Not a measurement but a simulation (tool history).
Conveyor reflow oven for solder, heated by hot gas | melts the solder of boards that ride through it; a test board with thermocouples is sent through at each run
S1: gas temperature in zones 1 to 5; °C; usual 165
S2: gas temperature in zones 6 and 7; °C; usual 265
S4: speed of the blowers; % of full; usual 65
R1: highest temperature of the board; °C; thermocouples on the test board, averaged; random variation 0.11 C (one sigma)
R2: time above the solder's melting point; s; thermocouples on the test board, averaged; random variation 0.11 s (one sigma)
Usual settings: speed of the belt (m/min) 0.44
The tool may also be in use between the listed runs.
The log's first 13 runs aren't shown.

{"run": 14, "hour": 732.5, "S1": 165, "S2": 270, "speed of the belt (m/min)": 0.44, "S4": 65, "R1": 253.5, "R2": 59.2}
{"run": 15, "hour": 806.2, "S1": 158, "S2": 265, "speed of the belt (m/min)": 0.44, "S4": 65, "R1": 247.9, "R2": 52.3}
{"run": 16, "hour": 874.2, "S1": 158, "S2": 265, "speed of the belt (m/min)": 0.44, "S4": 65, "R1": 247.8, "R2": 52.2}
{"hour": 884.1, "done": "thermocouples of zones 6 and 7 changed"}
{"run": 17, "hour": 927.8, "S1": 157, "S2": 265, "speed of the belt (m/min)": 0.434, "S4": 78, "R1": 250.2, "R2": 55.8}
{"hour": 949.4, "done": "flux residue cleaned out of gas plates and filters"}
{"run": 18, "hour": 974.3, "S1": 157, "S2": 265, "speed of the belt (m/min)": 0.434, "S4": 78, "R1": 252.6, "R2": 58.5}
{"run": 19, "hour": 1035.8, "S1": 157, "S2": 265, "speed of the belt (m/min)": 0.446, "S4": 64, "R1": 248, "R2": 51.9}
{"run": 20, "hour": 1107.6, "S1": 177, "S2": 265, "speed of the belt (m/min)": 0.446, "S4": 64, "R1": 251.1, "R2": 61.4}
{"run": 21, "hour": 1155.0, "S1": 165, "S2": 279, "speed of the belt (m/min)": 0.366, "S4": 52, "R1": 264.8, "R2": 81.1}
{"run": 22, "hour": 1203.3, "S1": 165, "S2": 259, "speed of the belt (m/min)": 0.401, "S4": 65, "R1": 247.2, "R2": 61.3}
{"run": 23, "hour": 1267.5, "S1": 165, "S2": 259, "speed of the belt (m/min)": 0.401, "S4": 65, "R1": 247.2, "R2": 61.5}
{"run": 24, "hour": 1309.0, "S1": 165, "S2": 259, "speed of the belt (m/min)": 0.401, "S4": 53, "R1": 244.1, "R2": 56.6}
{"run": 25, "hour": 1366.0, "S1": 151, "S2": 259, "speed of the belt (m/min)": 0.405, "S4": 73, "R1": 246.6, "R2": 55.8}
{"run": 26, "hour": 1427.7, "S1": 153, "S2": 259, "speed of the belt (m/min)": 0.465, "S4": 73, "R1": 242.2, "R2": 43.7}
{"run": 27, "hour": 1476.6, "S1": 153, "S2": 259, "speed of the belt (m/min)": 0.375, "S4": 72, "R1": 249, "R2": 64.2}
{"run": 28, "hour": 1519.9, "S1": 153, "S2": 259, "speed of the belt (m/min)": 0.375, "S4": 72, "R1": 248.6, "R2": 64.2}
{"run": 29, "hour": 1565.3, "S1": 153, "S2": 259, "speed of the belt (m/min)": 0.375, "S4": 72, "R1": 248.6, "R2": 64}
{"run": 30, "hour": 1601.6, "S1": 153, "S2": 259, "speed of the belt (m/min)": 0.375, "S4": 72, "R1": 248.6, "R2": 64}
{"run": 31, "hour": 1634.0, "S1": 153, "S2": 269, "speed of the belt (m/min)": 0.422, "S4": 50, "R1": 246.9, "R2": 51.6}
{"run": 32, "hour": 1711.3, "S1": 153, "S2": 269, "speed of the belt (m/min)": 0.422, "S4": 50, "R1": 246.8, "R2": 51.4}

Forecast each of these 3 alternatives for the next run:
{"run": "A", "hour": 1777.8, "S1": 155, "S2": 265, "speed of the belt (m/min)": 0.44, "S4": 82, "R1": "?", "R2": "?"}
{"run": "B", "hour": 1777.8, "S1": 165, "S2": 278, "speed of the belt (m/min)": 0.403, "S4": 62, "R1": "?", "R2": "?"}
{"run": "C", "hour": 1777.8, "S1": 153, "S2": 276, "speed of the belt (m/min)": 0.406, "S4": 53, "R1": "?", "R2": "?"}

run=A R1=251.1 R2=55.8
run=B R1=262.7 R2=72.5
run=C R1=255.7 R2=62.1
Without the tool's hidden state the same runs would have given:
run=A R1=251.8 R2=56.2
run=B R1=262.8 R2=71.6
run=C R1=255.8 R2=61.5
